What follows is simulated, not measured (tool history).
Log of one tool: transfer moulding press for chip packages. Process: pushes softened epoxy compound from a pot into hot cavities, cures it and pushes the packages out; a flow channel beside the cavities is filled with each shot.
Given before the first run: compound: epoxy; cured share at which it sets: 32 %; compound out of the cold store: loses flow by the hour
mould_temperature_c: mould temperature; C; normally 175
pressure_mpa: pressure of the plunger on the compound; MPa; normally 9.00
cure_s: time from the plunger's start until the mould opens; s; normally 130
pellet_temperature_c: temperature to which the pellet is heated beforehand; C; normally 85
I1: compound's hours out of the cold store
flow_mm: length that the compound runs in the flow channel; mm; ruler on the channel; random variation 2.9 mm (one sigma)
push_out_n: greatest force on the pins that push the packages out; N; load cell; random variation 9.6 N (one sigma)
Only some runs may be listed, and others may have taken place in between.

Run 1, hour 0.0: usual settings; I1 42.7. Result: flow_mm 643 mm, push_out_n 549 N.
Run 2, hour 7.1: usual settings; I1 33.3. Result: flow_mm 649 mm, push_out_n 562 N.
Run 3, hour 16.9: usual settings but cure_s 151 s; I1 23.8. Result: flow_mm 671 mm, push_out_n 566 N.
Run 4, hour 22.5: usual settings but cure_s 151 s; I1 22.2. Result: flow_mm 673 mm, push_out_n 584 N.
Run 5, hour 31.0: usual settings but pellet_temperature_c 79 C; I1 20.5. Result: flow_mm 672 mm, push_out_n 658 N.
At hour 33.4: mould's thermocouples calibrated.
At hour 37.4: cavities cleaned with cleaning compound and waxed.
Run 6, hour 43.5: usual settings but pellet_temperature_c 79 C; I1 39.0. Result: flow_mm 644 mm, push_out_n 477 N.
Run 7, hour 50.8: usual settings but pellet_temperature_c 79 C; I1 28.0. Result: flow_mm 659 mm, push_out_n 487 N.
At hour 61.8: mould's thermocouples calibrated, once more.
Run 8, hour 62.7: usual settings but mould_temperature_c 172 C, pressure_mpa 8.03 MPa; I1 24.9. Result: flow_mm 629 mm, push_out_n 593 N.
Run 9, hour 73.0: usual settings but mould_temperature_c 177 C, pressure_mpa 7.13 MPa; I1 16.1. Result: flow_mm 601 mm, push_out_n 551 N.
Run 10, hour 82.3: usual settings but mould_temperature_c 177 C, pressure_mpa 7.13 MPa; I1 42.2. Result: flow_mm 566 mm, push_out_n 577 N.
Run 11, hour 91.2: usual settings but mould_temperature_c 179 C, pressure_mpa 7.46 MPa; I1 11.9. Result: flow_mm 616 mm, push_out_n 591 N.
Run 12, hour 98.9: usual settings but mould_temperature_c 179 C, pressure_mpa 7.46 MPa; I1 29.2. Result: flow_mm 589 mm, push_out_n 577 N.
At hour 104.7: cavities cleaned with cleaning compound and waxed.
Run 13, hour 107.1: usual settings but mould_temperature_c 168 C, pressure_mpa 8.79 MPa; I1 9.2. Result: flow_mm 694 mm, push_out_n 649 N.

Run 14 comes next. What will it give?
Run 14, hour 117.2: usual settings but mould_temperature_c 168 C, pressure_mpa 8.79 MPa; I1 27.3. Result: flow_mm ?, push_out_n ?.

Run 14 produced flow_mm 668 mm, push_out_n 661 N.
Were there no unlogged condition in the tool, this run, its random variation unchanged, would have produced flow_mm 677 mm, push_out_n 586 N.

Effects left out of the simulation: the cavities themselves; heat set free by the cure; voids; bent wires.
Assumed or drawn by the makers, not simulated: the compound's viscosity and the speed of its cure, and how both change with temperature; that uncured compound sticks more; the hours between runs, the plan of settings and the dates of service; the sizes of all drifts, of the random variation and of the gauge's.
